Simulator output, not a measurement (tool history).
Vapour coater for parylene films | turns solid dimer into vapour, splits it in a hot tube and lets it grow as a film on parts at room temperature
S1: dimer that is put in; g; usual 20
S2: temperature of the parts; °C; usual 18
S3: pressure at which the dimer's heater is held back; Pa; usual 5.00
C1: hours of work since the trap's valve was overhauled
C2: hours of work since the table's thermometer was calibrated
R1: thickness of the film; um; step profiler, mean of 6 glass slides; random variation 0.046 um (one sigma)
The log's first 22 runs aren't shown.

{"run": 23, "hour": 790.5, "S1": 20, "S2": 18, "S3": 3.39, "C1": 234, "C2": 972, "R1": 5.5}
{"run": 24, "hour": 824.4, "S1": 15, "S2": 27, "S3": 3.91, "C1": 257, "C2": 995, "R1": 2.64}
{"run": 25, "hour": 861.7, "S1": 20, "S2": 18, "S3": 3.98, "C1": 283, "C2": 1020, "R1": 5.4}
{"run": 26, "hour": 896.2, "S1": 20, "S2": 18, "S3": 10.59, "C1": 306, "C2": 1044, "R1": 4.61}
{"run": 27, "hour": 940.2, "S1": 20, "S2": 18, "S3": 10.59, "C1": 337, "C2": 1074, "R1": 4.57}
{"run": 28, "hour": 969.6, "S1": 9, "S2": 24, "S3": 4.57, "C1": 357, "C2": 1095, "R1": 1.8}
{"run": 29, "hour": 1001.7, "S1": 9, "S2": 14, "S3": 4.57, "C1": 379, "C2": 1117, "R1": 2.91}
{"hour": 1013.9, "done": "trap's valve overhauled"}
{"run": 30, "hour": 1039.2, "S1": 9, "S2": 14, "S3": 4.57, "C1": 17, "C2": 1140, "R1": 2.84}
{"run": 31, "hour": 1087.2, "S1": 10, "S2": 14, "S3": 4.57, "C1": 50, "C2": 1173, "R1": 3.2}
{"run": 32, "hour": 1111.6, "S1": 23, "S2": 11, "S3": 3.38, "C1": 67, "C2": 1189, "R1": 8.95}
{"run": 33, "hour": 1137.4, "S1": 14, "S2": 22, "S3": 8.02, "C1": 85, "C2": 1207, "R1": 2.82}
{"run": 34, "hour": 1160.4, "S1": 14, "S2": 22, "S3": 8.02, "C1": 101, "C2": 1223, "R1": 2.77}
{"run": 35, "hour": 1196.9, "S1": 15, "S2": 15, "S3": 5.31, "C1": 126, "C2": 1248, "R1": 4.48}
{"run": 36, "hour": 1229.7, "S1": 20, "S2": 12, "S3": 5.0, "C1": 148, "C2": 1270, "R1": 6.91}
{"run": 37, "hour": 1281.1, "S1": 12, "S2": 18, "S3": 2.12, "C1": 183, "C2": 1306, "R1": 3.52}
{"run": 38, "hour": 1308.2, "S1": 12, "S2": 21, "S3": 2.12, "C1": 202, "C2": 1324, "R1": 3.08}
{"run": 39, "hour": 1350.2, "S1": 24, "S2": 30, "S3": 2.94, "C1": 231, "C2": 1353, "R1": 3.87}
{"run": 40, "hour": 1383.9, "S1": 18, "S2": 17, "S3": 7.46, "C1": 254, "C2": 1376, "R1": 4.61}
{"run": 41, "hour": 1407.6, "S1": 10, "S2": 17, "S3": 7.46, "C1": 270, "C2": 1392, "R1": 2.58}
{"run": 42, "hour": 1440.4, "S1": 10, "S2": 17, "S3": 7.46, "C1": 293, "C2": 1415, "R1": 2.55}
{"run": 43, "hour": 1471.1, "S1": 10, "S2": 17, "S3": 7.46, "C1": 314, "C2": 1436, "R1": 2.6}
{"run": 44, "hour": 1513.4, "S1": 23, "S2": 18, "S3": 2.06, "C1": 343, "C2": 1465, "R1": 6.88}
{"run": 45, "hour": 1535.6, "S1": 23, "S2": 18, "S3": 2.06, "C1": 358, "C2": 1480, "R1": 6.79}
{"run": 46, "hour": 1558.7, "S1": 23, "S2": 18, "S3": 2.06, "C1": 374, "C2": 1496, "R1": 6.91}

Forecast each of these 3 alternatives for the next run:
{"hour": 1575.6, "done": "trap's valve overhauled"}
{"run": "A", "hour": 1593.2, "S1": 21, "S2": 24, "S3": 4.09, "C1": 12, "C2": 1517, "R1": "?"}
{"hour": 1575.6, "done": "trap's valve overhauled"}
{"run": "B", "hour": 1593.2, "S1": 29, "S2": 14, "S3": 2.93, "C1": 12, "C2": 1517, "R1": "?"}
{"hour": 1575.6, "done": "trap's valve overhauled"}
{"run": "C", "hour": 1593.2, "S1": 31, "S2": 18, "S3": 7.42, "C1": 12, "C2": 1517, "R1": "?"}

run=A R1=4.20
run=B R1=9.92
run=C R1=7.53
Without the tool's hidden state the same runs would have given:
run=A R1=4.21
run=B R1=9.93
run=C R1=7.54
